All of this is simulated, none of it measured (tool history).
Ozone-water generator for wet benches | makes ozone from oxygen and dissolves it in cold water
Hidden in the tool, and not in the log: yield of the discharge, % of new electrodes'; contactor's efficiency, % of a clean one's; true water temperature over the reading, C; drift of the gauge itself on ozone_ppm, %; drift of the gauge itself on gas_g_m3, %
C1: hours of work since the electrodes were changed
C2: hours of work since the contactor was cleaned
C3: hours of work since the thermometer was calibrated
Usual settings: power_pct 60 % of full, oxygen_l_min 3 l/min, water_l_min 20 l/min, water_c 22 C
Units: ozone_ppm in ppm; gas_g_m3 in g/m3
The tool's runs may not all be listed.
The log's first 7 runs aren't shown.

run 8 hour=186.7 | power_pct=60 oxygen_l_min=3.55 water_l_min=20 water_c=22 | C1=825 C2=692 C3=763 | ozone_ppm=10.3 gas_g_m3=134.4
run 9 hour=212.3 | power_pct=60 oxygen_l_min=3 water_l_min=20 water_c=25 | C1=841 C2=707 C3=779 | ozone_ppm=9.4 gas_g_m3=139.1
run 10 hour=250.4 | power_pct=60 oxygen_l_min=3 water_l_min=20 water_c=25 | C1=864 C2=731 C3=802 | ozone_ppm=9.4 gas_g_m3=141.7
run 11 hour=287.4 | power_pct=60 oxygen_l_min=3 water_l_min=20 water_c=25 | C1=887 C2=754 C3=825 | ozone_ppm=9.8 gas_g_m3=139
run 12 hour=325.9 | power_pct=60 oxygen_l_min=3 water_l_min=20 water_c=26 | C1=911 C2=778 C3=849 | ozone_ppm=9.4 gas_g_m3=140.4
run 13 hour=343.3 | power_pct=72 oxygen_l_min=3 water_l_min=20 water_c=22 | C1=922 C2=789 C3=860 | ozone_ppm=11.2 gas_g_m3=159.5
run 14 hour=373.2 | power_pct=71 oxygen_l_min=3 water_l_min=20 water_c=22 | C1=940 C2=807 C3=878 | ozone_ppm=11.2 gas_g_m3=157.4
run 15 hour=393.5 | power_pct=60 oxygen_l_min=3 water_l_min=20 water_c=22 | C1=953 C2=820 C3=891 | ozone_ppm=10 gas_g_m3=141.6
run 16 hour=430.9 | power_pct=60 oxygen_l_min=3 water_l_min=20 water_c=22 | C1=976 C2=843 C3=914 | ozone_ppm=9.9 gas_g_m3=139.5
run 17 hour=452.9 | power_pct=73 oxygen_l_min=4.69 water_l_min=16 water_c=22 | C1=990 C2=857 C3=928 | ozone_ppm=15 gas_g_m3=137.7
run 18 hour=478.3 | power_pct=73 oxygen_l_min=4.69 water_l_min=16 water_c=22 | C1=1006 C2=872 C3=944 | ozone_ppm=14.6 gas_g_m3=138.7
run 19 hour=517.4 | power_pct=75 oxygen_l_min=1.51 water_l_min=20 water_c=22 | C1=1030 C2=897 C3=968 | ozone_ppm=9 gas_g_m3=209
run 20 hour=551.5 | power_pct=75 oxygen_l_min=1.51 water_l_min=20 water_c=22 | C1=1051 C2=918 C3=989 | ozone_ppm=8.9 gas_g_m3=210.7
run 21 hour=574.5 | power_pct=72 oxygen_l_min=3.33 water_l_min=20 water_c=26 | C1=1065 C2=932 C3=1003 | ozone_ppm=10.8 gas_g_m3=153.2
run 22 hour=611.8 | power_pct=60 oxygen_l_min=4.24 water_l_min=15 water_c=22 | C1=1088 C2=955 C3=1026 | ozone_ppm=13.6 gas_g_m3=125.3
run 23 hour=649.2 | power_pct=75 oxygen_l_min=3 water_l_min=20 water_c=22 | C1=1111 C2=978 C3=1049 | ozone_ppm=11.4 gas_g_m3=163.7
run 24 hour=676.5 | power_pct=75 oxygen_l_min=3 water_l_min=20 water_c=22 | C1=1128 C2=995 C3=1066 | ozone_ppm=11.4 gas_g_m3=162.3
run 25 hour=704.4 | power_pct=90 oxygen_l_min=1.72 water_l_min=22 water_c=19 | C1=1146 C2=1012 C3=1084 | ozone_ppm=9.8 gas_g_m3=224.4
run 26 hour=728.5 | power_pct=90 oxygen_l_min=1.72 water_l_min=22 water_c=19 | C1=1161 C2=1027 C3=1099 | ozone_ppm=10.1 gas_g_m3=227.3
run 27 hour=744.9 | power_pct=90 oxygen_l_min=1.72 water_l_min=22 water_c=19 | C1=1171 C2=1038 C3=1109 | ozone_ppm=10.1 gas_g_m3=228.4
run 28 hour=765.7 | power_pct=60 oxygen_l_min=3 water_l_min=20 water_c=16 | C1=1184 C2=1050 C3=1122 | ozone_ppm=10.6 gas_g_m3=140.8
run 29 hour=800.1 | power_pct=43 oxygen_l_min=3 water_l_min=22 water_c=22 | C1=1205 C2=1072 C3=1143 | ozone_ppm=7.1 gas_g_m3=110.6
run 30 hour=833.4 | power_pct=68 oxygen_l_min=3 water_l_min=20 water_c=19 | C1=1226 C2=1092 C3=1164 | ozone_ppm=10.8 gas_g_m3=151.8
run 31 hour=859 | power_pct=68 oxygen_l_min=3 water_l_min=20 water_c=19 | C1=1242 C2=1108 C3=1179 | ozone_ppm=10.8 gas_g_m3=150.6
run 32 hour=878.9 | power_pct=68 oxygen_l_min=3 water_l_min=20 water_c=19 | C1=1254 C2=1121 C3=1192 | ozone_ppm=11 gas_g_m3=155.1

Forecast each of these 3 alternatives for the next run:
run A hour=906.2 | power_pct=49 oxygen_l_min=3 water_l_min=16 water_c=19 | C1=1271 C2=1138 C3=1209 | ozone_ppm=? gas_g_m3=?
run B hour=906.2 | power_pct=60 oxygen_l_min=3 water_l_min=20 water_c=15 | C1=1271 C2=1138 C3=1209 | ozone_ppm=? gas_g_m3=?
run C hour=906.2 | power_pct=68 oxygen_l_min=4.01 water_l_min=20 water_c=19 | C1=1271 C2=1138 C3=1209 | ozone_ppm=? gas_g_m3=?

run=A ozone_ppm=10.6 gas_g_m3=120.1
run=B ozone_ppm=10.4 gas_g_m3=138.9
run=C ozone_ppm=12 gas_g_m3=137.2
Without the tool's hidden state the same runs would have given:
run=A ozone_ppm=10.9 gas_g_m3=121.9
run=B ozone_ppm=10.8 gas_g_m3=141.4
run=C ozone_ppm=12.4 gas_g_m3=139.9

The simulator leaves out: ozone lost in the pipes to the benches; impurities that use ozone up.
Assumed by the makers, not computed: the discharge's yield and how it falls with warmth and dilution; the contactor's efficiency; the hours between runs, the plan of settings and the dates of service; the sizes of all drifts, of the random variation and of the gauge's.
